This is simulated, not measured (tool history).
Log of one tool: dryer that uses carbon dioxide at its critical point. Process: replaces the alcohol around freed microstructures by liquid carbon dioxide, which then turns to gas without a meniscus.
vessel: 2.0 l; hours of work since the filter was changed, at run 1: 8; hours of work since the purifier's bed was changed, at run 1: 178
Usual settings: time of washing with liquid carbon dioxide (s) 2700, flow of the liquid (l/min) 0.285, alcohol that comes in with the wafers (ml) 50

run	hour	time of washing with liquid carbon dioxide (s)	flow of the liquid (l/min)	alcohol that comes in with the wafers (ml)	hours of work since the filter was changed	hours of work since the purifier's bed was changed	alcohol left in the vessel before it's heated (ppm by volume)
1	0	2700	0.285	50	8	178	98
2	5.9	3240	0.285	50	13	183	45
3	11.6	3240	0.285	50	17	187	48
4	19.2	3060	0.285	50	23	193	48
5	26.5	2700	0.285	51	29	199	99
6	30.4	2700	0.285	51	32	202	98
7	37.4	2700	0.285	51	37	207	100
8	42.4	2700	0.264	51	41	211	151
9	50.2	2940	0.285	38	48	217	58
10	59.4	2940	0.285	38	55	224	68
11	64.2	2640	0.412	38	58	228	38
12	68.7	2640	0.412	85	62	232	35
13	73.7	2100	0.436	107	66	236	76
14	79.9	3780	0.465	85	71	241	23
15	84.6	2700	0.285	103	74	244	185

3 ways to go on from here, each from the tool as it stands after run 15. What would each give?
A	89.3	2700	0.427	23	78	248	?
B	89.3	2100	0.328	33	78	248	?
C	89.3	1620	0.314	117	78	248	?

run	alcohol left in the vessel before it's heated (ppm by volume)
A	35
B	111
C	1291
Without the tool's hidden state the same runs would have given:
run	alcohol left in the vessel before it's heated (ppm by volume)
A	11
B	77
C	1143

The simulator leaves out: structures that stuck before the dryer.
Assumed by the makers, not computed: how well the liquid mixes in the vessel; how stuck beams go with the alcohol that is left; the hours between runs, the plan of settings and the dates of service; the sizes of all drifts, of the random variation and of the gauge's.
